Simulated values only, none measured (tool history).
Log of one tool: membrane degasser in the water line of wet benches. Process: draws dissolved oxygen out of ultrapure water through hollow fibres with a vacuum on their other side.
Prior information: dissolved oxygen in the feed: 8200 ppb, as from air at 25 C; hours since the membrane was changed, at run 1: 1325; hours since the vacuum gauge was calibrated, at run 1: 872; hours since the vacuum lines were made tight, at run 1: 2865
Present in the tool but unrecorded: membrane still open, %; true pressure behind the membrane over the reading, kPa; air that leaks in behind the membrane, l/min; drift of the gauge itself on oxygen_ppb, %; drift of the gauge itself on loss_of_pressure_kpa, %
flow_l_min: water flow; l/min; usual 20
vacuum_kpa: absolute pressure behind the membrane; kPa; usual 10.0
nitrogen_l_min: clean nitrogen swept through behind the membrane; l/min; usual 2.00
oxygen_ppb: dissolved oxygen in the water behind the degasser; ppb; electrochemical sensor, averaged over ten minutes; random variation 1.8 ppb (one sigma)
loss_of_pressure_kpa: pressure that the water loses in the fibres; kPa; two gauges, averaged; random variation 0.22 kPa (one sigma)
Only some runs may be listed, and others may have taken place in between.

run	hour	flow_l_min	vacuum_kpa	nitrogen_l_min	hours since the membrane was changed	hours since the vacuum gauge was calibrated	hours since the vacuum lines were made tight	oxygen_ppb	loss_of_pressure_kpa
1	0.0	20	10.0	2.00	1325	872	2865	172.0	51.84
2	306.0	20	10.0	2.00	1631	1178	3171	174.1	51.59
3	506.6	20	10.0	2.00	1832	1379	3372	170.6	51.97
4	824.1	19	10.0	2.00	2149	1696	3689	164.2	49.28
5	1085.9	19	10.0	2.00	2411	1958	3951	162.8	49.02
6	1344.6	19	10.0	2.00	2670	2216	4210	163.2	49.25
7	1500.6	20	10.0	2.00	2826	2373	4366	174.7	51.67
8	1664.2	20	10.0	2.00	2989	2536	4529	172.5	51.81
9	1982.6	20	10.0	2.00	3308	2855	4848	173.3	52.00
10	2255.2	20	10.0	2.00	3580	3127	5120	171.7	51.16
# hour 2380.9: seals of the vacuum lines changed
11	2524.6	20	10.0	2.00	3848	3395	144	172.0	51.53
12	2690.8	20	10.0	4.45	4014	3561	310	89.2	51.74
13	2968.2	20	10.0	4.45	4291	3838	587	90.0	51.49
# hour 3028.0: vacuum gauge calibrated
14	3224.1	20	10.0	2.00	4547	196	843	171.4	51.16
15	3479.1	20	10.0	5.86	4802	451	1098	72.4	51.53
16	3690.0	14	6.1	4.42	5013	662	1309	28.1	35.82
17	3888.9	25	23.0	3.85	5212	861	1507	320.3	64.92
18	4157.6	21	10.0	2.00	5480	1130	1776	187.0	53.80
19	4375.4	29	8.7	2.00	5698	1347	1994	217.5	74.80
20	4718.3	29	19.6	3.91	6041	1690	2337	325.7	74.50
21	4886.9	24	24.6	0.84	6210	1859	2505	1159.0	61.31
22	5248.4	14	24.6	1.78	6571	2220	2867	395.8	35.95
23	5475.2	20	10.0	1.17	6798	2447	3094	271.6	51.02
24	5785.3	23	10.0	1.38	7108	2757	3404	273.3	58.55
25	6027.5	18	16.6	1.25	7350	2999	3646	438.6	46.30
26	6234.3	31	6.3	1.29	7557	3206	3853	202.1	78.86
27	6520.9	20	24.7	1.29	7844	3493	4139	713.6	51.32
28	6688.7	20	24.7	1.29	8011	3661	4307	709.6	51.02

Forecast each of these 4 alternatives for the next run:
A	6900.2	22	24.7	5.94	8223	3872	4519	?	?
B	6900.2	20	24.7	1.29	8223	3872	4519	?	?
C	6900.2	20	24.0	1.39	8223	3872	4519	?	?
D	6900.2	20	6.4	1.29	8223	3872	4519	?	?

run	oxygen_ppb	loss_of_pressure_kpa
A	204.6	55.59
B	710.4	50.71
C	670.9	50.51
D	127.4	50.98
Stripped of hidden state, with their random variation kept, the same runs would have yielded:
run	oxygen_ppb	loss_of_pressure_kpa
A	204.4	56.76
B	710.1	51.78
C	670.6	51.58
D	127.2	52.05
